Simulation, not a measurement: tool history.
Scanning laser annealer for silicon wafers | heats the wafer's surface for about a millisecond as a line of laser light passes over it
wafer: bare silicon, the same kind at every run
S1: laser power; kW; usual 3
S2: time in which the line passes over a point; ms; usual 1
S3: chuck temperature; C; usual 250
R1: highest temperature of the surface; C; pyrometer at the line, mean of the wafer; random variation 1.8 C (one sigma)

{"run": 1, "day": 0.0, "S1": 3, "S2": 1, "S3": 250, "R1": 920}
{"run": 2, "day": 1.621, "S1": 3, "S2": 1, "S3": 250, "R1": 920}
{"run": 3, "day": 3.588, "S1": 3, "S2": 1, "S3": 250, "R1": 916}
{"run": 4, "day": 4.988, "S1": 3, "S2": 1, "S3": 250, "R1": 914}
{"day": 5.367, "done": "optics aligned, line set to its width"}
{"run": 5, "day": 7.604, "S1": 3, "S2": 1, "S3": 250, "R1": 903}
{"run": 6, "day": 8.592, "S1": 3, "S2": 1, "S3": 231, "R1": 883}
{"run": 7, "day": 10.375, "S1": 3, "S2": 1, "S3": 231, "R1": 881}
{"run": 8, "day": 11.717, "S1": 2.582, "S2": 1, "S3": 231, "R1": 777}

The next listed run, before its measurement:
{"day": 12.412, "done": "window over the wafer cleaned"}
{"day": 14.033, "done": "optics aligned, line set to its width, once more"}
{"run": 9, "day": 14.425, "S1": 2.582, "S2": 1, "S3": 231, "R1": "?"}

R1: 829 C
Without the tool's hidden state the same run would have given R1 828 C.

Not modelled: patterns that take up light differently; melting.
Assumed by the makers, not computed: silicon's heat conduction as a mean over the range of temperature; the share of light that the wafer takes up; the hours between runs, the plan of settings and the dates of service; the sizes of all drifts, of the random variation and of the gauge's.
